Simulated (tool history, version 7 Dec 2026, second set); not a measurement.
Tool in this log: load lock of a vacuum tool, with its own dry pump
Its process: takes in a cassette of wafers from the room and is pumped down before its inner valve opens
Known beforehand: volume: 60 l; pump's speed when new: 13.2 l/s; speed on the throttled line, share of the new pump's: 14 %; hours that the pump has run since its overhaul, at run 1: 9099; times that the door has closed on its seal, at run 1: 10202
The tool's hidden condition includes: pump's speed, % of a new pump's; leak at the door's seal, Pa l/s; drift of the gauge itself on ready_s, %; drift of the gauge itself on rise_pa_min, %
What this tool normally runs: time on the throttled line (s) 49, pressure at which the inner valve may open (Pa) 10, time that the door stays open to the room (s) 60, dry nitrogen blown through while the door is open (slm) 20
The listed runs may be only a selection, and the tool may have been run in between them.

| run | hour | time on the throttled line (s) | pressure at which the inner valve may open (Pa) | time that the door stays open to the room (s) | dry nitrogen blown through while the door is open (slm) | hours that the pump has run since its overhaul | times that the door has closed on its seal | incoming humidity of the room's air, % | time from the closed door until the inner valve may open (s) | rise of the pressure with all valves shut (Pa/min) |
|---|---|---|---|---|---|---|---|---|---|---|
| 1 | 0 | 49 | 10 | 60 | 20 | 9099 | 10202 | 45 | 86.9 | 0.156 |
| 2 | 199.3 | 48 | 10 | 60 | 20 | 9299 | 10519 | 43.3 | 85.4 | 0.16 |
| 3 | 333.8 | 49 | 10 | 60 | 20 | 9433 | 10733 | 47 | 87.6 | 0.171 |
| 4 | 558.2 | 49 | 10 | 60 | 20 | 9658 | 11091 | 43.3 | 86.6 | 0.168 |
| 5 | 737.8 | 49 | 12 | 60 | 20 | 9837 | 11377 | 48.1 | 86.6 | 0.181 |
| 6 | 868.5 | 49 | 12 | 60 | 20 | 9968 | 11585 | 45.7 | 87.2 | 0.177 |
| 7 | 1002.9 | 49 | 10 | 60 | 20 | 10102 | 11799 | 49 | 88.5 | 0.19 |
| 8 | 1175.7 | 49 | 10 | 67 | 20 | 10275 | 12074 | 46.7 | 87.9 | 0.195 |
| 9 | 1368.9 | 49 | 10 | 67 | 20 | 10468 | 12382 | 42.8 | 89.5 | 0.2 |
| 10 | 1488.6 | 49 | 10 | 67 | 20 | 10588 | 12572 | 44.9 | 88.1 | 0.206 |
| 11 | 1622.2 | 49 | 10 | 60 | 20 | 10722 | 12785 | 44.4 | 87.1 | 0.21 |
| 12 | 1863.4 | 49 | 10 | 60 | 20 | 10963 | 13169 | 48 | 87.6 | 0.224 |
| 13 | 2000.8 | 49 | 10 | 60 | 20 | 11100 | 13388 | 48.1 | 87.5 | 0.235 |
| 14 | 2127.7 | 33 | 13 | 37 | 24 | 11227 | 13590 | 46.7 | 72.8 | 0.222 |
| 15 | 2317.6 | 33 | 13 | 37 | 24 | 11417 | 13892 | 44.3 | 73.4 | 0.225 |
| 16 | 2541.2 | 28 | 8 | 60 | 6 | 11641 | 14248 | 42.6 | 71 | 0.257 |
| 17 | 2754.1 | 49 | 8 | 161 | 20 | 11853 | 14587 | 43.5 | 90.2 | 0.256 |
| 18 | 2935.4 | 49 | 8 | 161 | 20 | 12035 | 14876 | 44.6 | 89.2 | 0.273 |
| 19 | 3146.9 | 49 | 10 | 36 | 11 | 12246 | 15213 | 48.2 | 87.9 | 0.268 |
| 20 | 3341.2 | 49 | 15 | 49 | 29 | 12441 | 15522 | 45.7 | 86.8 | 0.27 |
| 21 | 3520.2 | 87 | 14 | 98 | 7 | 12620 | 15807 | 43.9 | 119.4 | 0.305 |
| 22 | 3649.5 | 46 | 7 | 135 | 20 | 12749 | 16013 | 43.9 | 87.7 | 0.295 |
| 23 | 3755.5 | 46 | 7 | 135 | 20 | 12855 | 16182 | 46.4 | 87.1 | 0.301 |
| 24 | 4010.4 | 49 | 10 | 52 | 20 | 13110 | 16588 | 43.2 | 88.8 | 0.308 |
| 25 | 4126.9 | 49 | 11 | 60 | 9 | 13226 | 16773 | 45.4 | 89.2 | 0.32 |

3 ways to go on from here, each from the tool as it stands after run 25. What would each give?
| A | 4365.5 | 49 | 10 | 84 | 20 | 13465 | 17153 | 43.2 | ? | ? |
| B | 4365.5 | 49 | 15 | 35 | 20 | 13465 | 17153 | 44.8 | ? | ? |
| C | 4365.5 | 26 | 10 | 60 | 20 | 13465 | 17153 | 46.2 | ? | ? |

| run | time from the closed door until the inner valve may open (s) | rise of the pressure with all valves shut (Pa/min) |
|---|---|---|
| A | 88.8 | 0.321 |
| B | 87 | 0.318 |
| C | 70.1 | 0.327 |
Stripped of hidden state, with their random variation kept, the same runs would have yielded:
| run | time from the closed door until the inner valve may open (s) | rise of the pressure with all valves shut (Pa/min) |
|---|---|---|
| A | 83.9 | 0.033 |
| B | 82.3 | 0.028 |
| C | 64.7 | 0.035 |
